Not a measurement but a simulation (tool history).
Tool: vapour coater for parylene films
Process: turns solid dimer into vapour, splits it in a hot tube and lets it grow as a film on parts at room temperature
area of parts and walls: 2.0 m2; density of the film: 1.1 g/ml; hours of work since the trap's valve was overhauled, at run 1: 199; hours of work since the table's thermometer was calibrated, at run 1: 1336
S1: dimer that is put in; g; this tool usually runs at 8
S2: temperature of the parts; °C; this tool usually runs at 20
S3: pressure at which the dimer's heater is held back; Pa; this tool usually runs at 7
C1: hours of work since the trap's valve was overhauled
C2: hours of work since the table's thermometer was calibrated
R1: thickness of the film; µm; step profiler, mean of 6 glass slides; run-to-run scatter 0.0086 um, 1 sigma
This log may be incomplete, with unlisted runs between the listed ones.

run	day	S1	S2	S3	C1	C2	R1
1	0	8	20	7	199	1336	1.899
# day 1.779: table's thermometer calibrated
2	2.321	8	20	7	233	8	1.901
3	4.988	8	20	7	274	48	1.889
4	6.125	8	20	7	291	65	1.895
5	8.508	8	20	7	327	101	1.885
6	9.8	8	20	7	346	121	1.879
7	11.946	8	20	7	378	153	1.87
8	13.971	3	20	7	409	183	0.707
9	15.117	7	20	7	426	201	1.62
10	17.817	7	20	7	467	241	1.631
# day 18.9: trap's valve overhauled
11	20.562	8	20	7	25	280	1.87
12	21.988	8	15	7	46	301	2.195
13	23.379	8	15	2.06	67	322	2.96
14	25.225	8	15	2.06	95	350	2.965
15	27.383	8	15	2.06	128	383	2.949
16	29.229	8	15	2.06	155	410	2.954
17	30.671	8	15	2.06	177	432	2.968
18	33.004	7	15	2.06	212	467	2.579
# day 33.492: gauge calibrated
19	34.179	8	20	7	230	485	1.905
20	36.112	8	20	7	259	514	1.896
21	38.167	3	20	7	290	545	0.719
22	39.754	3	20	7	314	569	0.7
23	42.492	6	19	2.81	355	610	1.838
24	43.8	6	19	2.81	374	629	1.826
25	46.021	6	19	2.81	408	663	1.822
26	48.017	6	19	2.81	438	693	1.816
27	50.471	6	19	2.81	475	730	1.804
# day 51.125: trap's valve overhauled
28	52.846	7	31	8.68	26	763	1.088
29	55.442	4	31	7.9	65	802	0.638
30	56.767	6	20	2.3	85	822	1.849
31	58.762	10	20	11.11	115	852	2.063
32	61.304	6	26	3.66	153	890	1.354
33	63.579	5	20	4.45	187	924	1.278
34	65.85	5	16	4.45	221	958	1.463
35	68.521	5	16	4.45	262	999	1.478
36	70.396	8	18	4.16	290	1027	2.237
37	72.429	7	20	7	320	1057	1.606
38	74.7	12	14	7	355	1092	3.34
39	76.046	12	14	7	375	1112	3.306
40	78.096	12	14	7	406	1143	3.316
41	79.446	3	14	9.28	426	1163	0.777
42	80.629	3	14	9.28	444	1181	0.779
# day 83.238: trap's valve overhauled
43	83.288	8	20	11.84	1	1218	1.597

Here are 4 independent what-if runs from the current tool condition. What would each one return?
A	84.625	8	17	3.54	21	1238	?
B	84.625	10	13	2.6	21	1238	?
C	84.625	13	20	4.51	21	1238	?
D	84.625	6	15	5.94	21	1238	?

run	R1
A	2.389
B	3.635
C	3.281
D	1.657
The same runs, with their run-to-run variation unchanged, on a tool lacking any hidden condition would have given:
run	R1
A	2.502
B	3.807
C	3.437
D	1.736
